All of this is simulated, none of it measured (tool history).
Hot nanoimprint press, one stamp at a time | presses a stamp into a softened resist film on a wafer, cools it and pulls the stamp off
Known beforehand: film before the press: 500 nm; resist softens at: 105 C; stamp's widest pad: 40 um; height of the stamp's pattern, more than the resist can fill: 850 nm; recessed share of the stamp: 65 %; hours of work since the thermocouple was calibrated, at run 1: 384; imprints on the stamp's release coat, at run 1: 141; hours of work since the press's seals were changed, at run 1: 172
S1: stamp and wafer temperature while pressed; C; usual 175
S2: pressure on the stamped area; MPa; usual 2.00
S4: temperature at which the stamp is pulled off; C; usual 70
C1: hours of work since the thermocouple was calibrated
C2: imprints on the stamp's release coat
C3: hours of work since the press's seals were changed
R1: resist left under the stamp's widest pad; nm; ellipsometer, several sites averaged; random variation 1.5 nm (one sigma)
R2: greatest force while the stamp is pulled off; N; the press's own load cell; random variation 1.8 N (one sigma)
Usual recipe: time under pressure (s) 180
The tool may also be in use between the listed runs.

{"run": 1, "hour": 0.0, "S1": 175, "S2": 2.0, "time under pressure (s)": 180, "S4": 70, "C1": 384, "C2": 141, "C3": 172, "R1": 239.9, "R2": 89}
{"run": 2, "hour": 30.6, "S1": 175, "S2": 2.0, "time under pressure (s)": 180, "S4": 70, "C1": 396, "C2": 220, "C3": 184, "R1": 238.1, "R2": 93}
{"run": 3, "hour": 73.3, "S1": 175, "S2": 2.0, "time under pressure (s)": 160, "S4": 70, "C1": 413, "C2": 332, "C3": 202, "R1": 248.0, "R2": 91}
{"run": 4, "hour": 113.5, "S1": 175, "S2": 2.0, "time under pressure (s)": 160, "S4": 70, "C1": 429, "C2": 436, "C3": 218, "R1": 248.8, "R2": 94}
{"run": 5, "hour": 135.4, "S1": 175, "S2": 2.0, "time under pressure (s)": 160, "S4": 70, "C1": 438, "C2": 493, "C3": 227, "R1": 246.1, "R2": 89}
{"hour": 150.3, "done": "stamp cleaned and given a new release coat"}
{"run": 6, "hour": 174.2, "S1": 172, "S2": 2.0, "time under pressure (s)": 180, "S4": 70, "C1": 451, "C2": 63, "C3": 240, "R1": 257.3, "R2": 90}
{"run": 7, "hour": 204.6, "S1": 172, "S2": 2.0, "time under pressure (s)": 180, "S4": 70, "C1": 463, "C2": 142, "C3": 252, "R1": 257.0, "R2": 90}
{"run": 8, "hour": 228.0, "S1": 165, "S2": 2.0, "time under pressure (s)": 180, "S4": 70, "C1": 473, "C2": 203, "C3": 261, "R1": 304.1, "R2": 94}
{"run": 9, "hour": 256.1, "S1": 175, "S2": 2.0, "time under pressure (s)": 180, "S4": 70, "C1": 484, "C2": 276, "C3": 273, "R1": 236.2, "R2": 92}
{"run": 10, "hour": 295.1, "S1": 175, "S2": 2.0, "time under pressure (s)": 180, "S4": 70, "C1": 500, "C2": 378, "C3": 288, "R1": 241.6, "R2": 89}
{"run": 11, "hour": 340.0, "S1": 175, "S2": 2.0, "time under pressure (s)": 180, "S4": 70, "C1": 518, "C2": 495, "C3": 306, "R1": 237.7, "R2": 90}
{"hour": 354.2, "done": "stamp cleaned and given a new release coat"}
{"run": 12, "hour": 368.2, "S1": 175, "S2": 2.0, "time under pressure (s)": 180, "S4": 70, "C1": 527, "C2": 37, "C3": 315, "R1": 236.9, "R2": 92}
{"hour": 388.4, "done": "plate thermocouple calibrated"}
{"run": 13, "hour": 399.7, "S1": 175, "S2": 2.0, "time under pressure (s)": 146, "S4": 70, "C1": 5, "C2": 111, "C3": 327, "R1": 256.2, "R2": 94}
{"run": 14, "hour": 437.7, "S1": 177, "S2": 2.0, "time under pressure (s)": 146, "S4": 70, "C1": 20, "C2": 210, "C3": 342, "R1": 243.0, "R2": 93}
{"run": 15, "hour": 459.4, "S1": 175, "S2": 2.0, "time under pressure (s)": 180, "S4": 70, "C1": 29, "C2": 266, "C3": 351, "R1": 239.5, "R2": 93}
{"run": 16, "hour": 501.5, "S1": 175, "S2": 2.0, "time under pressure (s)": 180, "S4": 74, "C1": 45, "C2": 376, "C3": 368, "R1": 237.5, "R2": 84}
{"run": 17, "hour": 530.3, "S1": 166, "S2": 1.46, "time under pressure (s)": 272, "S4": 67, "C1": 57, "C2": 451, "C3": 379, "R1": 305.7, "R2": 94}
{"hour": 560.9, "done": "stamp cleaned and given a new release coat"}
{"run": 18, "hour": 583.3, "S1": 169, "S2": 1.22, "time under pressure (s)": 272, "S4": 67, "C1": 76, "C2": 58, "C3": 398, "R1": 311.2, "R2": 92}
{"run": 19, "hour": 623.8, "S1": 169, "S2": 1.22, "time under pressure (s)": 272, "S4": 67, "C1": 92, "C2": 164, "C3": 415, "R1": 305.8, "R2": 95}
{"run": 20, "hour": 663.2, "S1": 169, "S2": 1.22, "time under pressure (s)": 102, "S4": 75, "C1": 108, "C2": 266, "C3": 430, "R1": 386.1, "R2": 86}
{"run": 21, "hour": 709.9, "S1": 169, "S2": 1.22, "time under pressure (s)": 211, "S4": 61, "C1": 127, "C2": 388, "C3": 449, "R1": 329.8, "R2": 103}
{"run": 22, "hour": 748.5, "S1": 169, "S2": 2.17, "time under pressure (s)": 115, "S4": 61, "C1": 142, "C2": 489, "C3": 465, "R1": 306.0, "R2": 97}
{"hour": 763.7, "done": "stamp cleaned and given a new release coat"}
{"run": 23, "hour": 782.8, "S1": 169, "S2": 2.17, "time under pressure (s)": 115, "S4": 61, "C1": 154, "C2": 49, "C3": 476, "R1": 301.0, "R2": 101}
{"run": 24, "hour": 827.0, "S1": 169, "S2": 2.17, "time under pressure (s)": 115, "S4": 61, "C1": 172, "C2": 165, "C3": 494, "R1": 303.4, "R2": 99}
{"run": 25, "hour": 847.0, "S1": 169, "S2": 2.17, "time under pressure (s)": 115, "S4": 61, "C1": 180, "C2": 216, "C3": 502, "R1": 301.7, "R2": 99}
{"run": 26, "hour": 870.0, "S1": 175, "S2": 1.75, "time under pressure (s)": 100, "S4": 70, "C1": 189, "C2": 277, "C3": 511, "R1": 303.7, "R2": 93}
{"run": 27, "hour": 916.2, "S1": 170, "S2": 1.22, "time under pressure (s)": 326, "S4": 67, "C1": 207, "C2": 397, "C3": 530, "R1": 287.5, "R2": 95}
{"run": 28, "hour": 936.0, "S1": 175, "S2": 2.0, "time under pressure (s)": 141, "S4": 70, "C1": 215, "C2": 448, "C3": 538, "R1": 259.5, "R2": 89}
{"run": 29, "hour": 956.5, "S1": 164, "S2": 1.77, "time under pressure (s)": 141, "S4": 70, "C1": 224, "C2": 502, "C3": 546, "R1": 349.6, "R2": 93}
{"hour": 966.1, "done": "stamp cleaned and given a new release coat"}
{"run": 30, "hour": 989.8, "S1": 164, "S2": 1.77, "time under pressure (s)": 141, "S4": 70, "C1": 235, "C2": 62, "C3": 557, "R1": 347.9, "R2": 91}
{"run": 31, "hour": 1036.6, "S1": 164, "S2": 1.77, "time under pressure (s)": 141, "S4": 70, "C1": 253, "C2": 184, "C3": 576, "R1": 349.0, "R2": 93}

3 options for the next run, each taken on its own from the tool as it stands now. Forecast them:
{"run": "A", "hour": 1082.7, "S1": 169, "S2": 2.33, "time under pressure (s)": 127, "S4": 70, "C1": 272, "C2": 304, "C3": 594, "R1": "?", "R2": "?"}
{"run": "B", "hour": 1082.7, "S1": 177, "S2": 1.74, "time under pressure (s)": 180, "S4": 70, "C1": 272, "C2": 304, "C3": 594, "R1": "?", "R2": "?"}
{"run": "C", "hour": 1082.7, "S1": 175, "S2": 1.45, "time under pressure (s)": 180, "S4": 70, "C1": 272, "C2": 304, "C3": 594, "R1": "?", "R2": "?"}

run=A R1=284.6 R2=95
run=B R1=244.5 R2=90
run=C R1=284.2 R2=91
Stripped of hidden state, with their random variation kept, the same runs would have yielded:
run=A R1=284.3 R2=95
run=B R1=244.2 R2=89
run=C R1=283.9 R2=90
